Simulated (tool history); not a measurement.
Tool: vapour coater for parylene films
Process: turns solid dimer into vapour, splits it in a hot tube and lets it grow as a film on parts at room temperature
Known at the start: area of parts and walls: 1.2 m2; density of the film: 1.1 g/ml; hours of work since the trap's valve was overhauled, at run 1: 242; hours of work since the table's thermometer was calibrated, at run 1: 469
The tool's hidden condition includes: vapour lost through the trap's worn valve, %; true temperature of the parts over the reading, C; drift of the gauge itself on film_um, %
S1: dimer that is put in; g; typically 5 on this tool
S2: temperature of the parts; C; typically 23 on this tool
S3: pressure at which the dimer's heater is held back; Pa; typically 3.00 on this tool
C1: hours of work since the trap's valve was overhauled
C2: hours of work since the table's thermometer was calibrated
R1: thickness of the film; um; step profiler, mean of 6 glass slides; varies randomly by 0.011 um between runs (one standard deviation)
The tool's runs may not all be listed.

{"run": 1, "day": 0.0, "S1": 5, "S2": 23, "S3": 3.0, "C1": 242, "C2": 469, "R1": 2.51}
{"run": 2, "day": 0.879, "S1": 5, "S2": 23, "S3": 3.0, "C1": 256, "C2": 483, "R1": 2.49}
{"run": 3, "day": 1.521, "S1": 5, "S2": 27, "S3": 3.0, "C1": 266, "C2": 492, "R1": 2.13}
{"run": 4, "day": 2.35, "S1": 5, "S2": 22, "S3": 3.0, "C1": 278, "C2": 505, "R1": 2.57}
{"run": 5, "day": 2.871, "S1": 5, "S2": 16, "S3": 3.0, "C1": 286, "C2": 513, "R1": 3.26}
{"run": 6, "day": 3.417, "S1": 5, "S2": 16, "S3": 3.0, "C1": 295, "C2": 522, "R1": 3.26}
{"run": 7, "day": 4.462, "S1": 5, "S2": 23, "S3": 3.0, "C1": 311, "C2": 538, "R1": 2.47}
{"run": 8, "day": 5.604, "S1": 5, "S2": 23, "S3": 3.0, "C1": 328, "C2": 555, "R1": 2.49}
{"run": 9, "day": 6.488, "S1": 5, "S2": 23, "S3": 4.82, "C1": 342, "C2": 569, "R1": 2.32}
{"run": 10, "day": 7.671, "S1": 3, "S2": 23, "S3": 3.0, "C1": 360, "C2": 587, "R1": 1.48}
{"run": 11, "day": 8.779, "S1": 3, "S2": 23, "S3": 3.0, "C1": 377, "C2": 604, "R1": 1.48}
{"day": 9.012, "done": "trap's valve overhauled"}
{"run": 12, "day": 10.129, "S1": 3, "S2": 23, "S3": 3.0, "C1": 17, "C2": 622, "R1": 1.44}
{"day": 11.075, "done": "trap's valve overhauled, once more"}
{"run": 13, "day": 11.225, "S1": 3, "S2": 27, "S3": 2.94, "C1": 2, "C2": 636, "R1": 1.3}
{"run": 14, "day": 12.354, "S1": 4, "S2": 16, "S3": 3.0, "C1": 20, "C2": 653, "R1": 2.7}

Run 15 has not been measured yet. What should we expect?
{"run": 15, "day": 13.4, "S1": 6, "S2": 30, "S3": 3.09, "C1": 36, "C2": 669, "R1": "?"}

Run 15 gave R1 2.29 um.
With the hidden condition absent and the run-to-run variation left alone, this run would have shown R1 2.28 um.
